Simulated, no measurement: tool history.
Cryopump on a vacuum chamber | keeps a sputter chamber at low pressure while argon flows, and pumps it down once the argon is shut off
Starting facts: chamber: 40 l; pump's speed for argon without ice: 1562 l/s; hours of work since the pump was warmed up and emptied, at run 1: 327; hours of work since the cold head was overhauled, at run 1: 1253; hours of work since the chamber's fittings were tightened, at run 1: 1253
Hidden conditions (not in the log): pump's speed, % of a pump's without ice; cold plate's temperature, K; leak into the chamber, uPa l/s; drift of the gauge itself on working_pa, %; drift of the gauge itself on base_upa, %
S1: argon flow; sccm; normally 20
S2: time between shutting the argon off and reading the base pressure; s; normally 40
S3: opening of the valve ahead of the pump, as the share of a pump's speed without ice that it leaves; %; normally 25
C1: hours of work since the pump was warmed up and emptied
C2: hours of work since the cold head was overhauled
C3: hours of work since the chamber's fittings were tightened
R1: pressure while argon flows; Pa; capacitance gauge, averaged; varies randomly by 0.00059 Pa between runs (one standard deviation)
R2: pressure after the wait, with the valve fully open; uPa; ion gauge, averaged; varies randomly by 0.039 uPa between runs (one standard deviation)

run,hour,S1,S2,S3,C1,C2,C3,R1,R2
1,0,20,40,25,327,1253,1253,0.0887,2.75
2,49.1,20,40,58,353,1280,1280,0.0399,2.65
# hour 88: leaking fittings of the chamber tightened, without venting
3,97.1,20,40,58,378,1305,5,0.0386,2.43
4,149.4,20,40,58,406,1333,33,0.0392,2.46
5,186,20,40,58,426,1353,53,0.0403,2.38
6,237.6,20,40,58,454,1381,81,0.0406,2.46
7,297,20,40,58,486,1413,113,0.0399,2.5
8,336.4,20,40,58,508,1434,135,0.0403,2.5
9,376.1,20,40,25,529,1456,156,0.0893,2.5
10,439.7,20,116,25,564,1490,190,0.0901,1.05
11,482,20,40,22,587,1513,213,0.1024,2.46
12,511.1,20,40,22,602,1529,229,0.101,2.49
13,552.3,17,40,22,625,1551,251,0.0862,2.51
14,593.8,32,40,22,647,1574,274,0.1649,2.49
15,635.4,32,40,22,670,1596,296,0.1644,2.51
16,668.5,32,40,22,688,1614,314,0.1638,2.61
17,729.5,32,40,22,721,1647,347,0.1634,2.54
18,764.3,17,40,25,739,1666,366,0.0784,2.58
19,801.7,23,133,34,760,1686,387,0.0782,0.98

Expected results for the next run?
20,866.7,34,95,40,795,1721,422,?,?

Run 20 yielded R1 0.1007 Pa, R2 1.34 uPa.
Without the tool's hidden state the same run would have given R1 0.0921 Pa, R2 1.14 uPa.

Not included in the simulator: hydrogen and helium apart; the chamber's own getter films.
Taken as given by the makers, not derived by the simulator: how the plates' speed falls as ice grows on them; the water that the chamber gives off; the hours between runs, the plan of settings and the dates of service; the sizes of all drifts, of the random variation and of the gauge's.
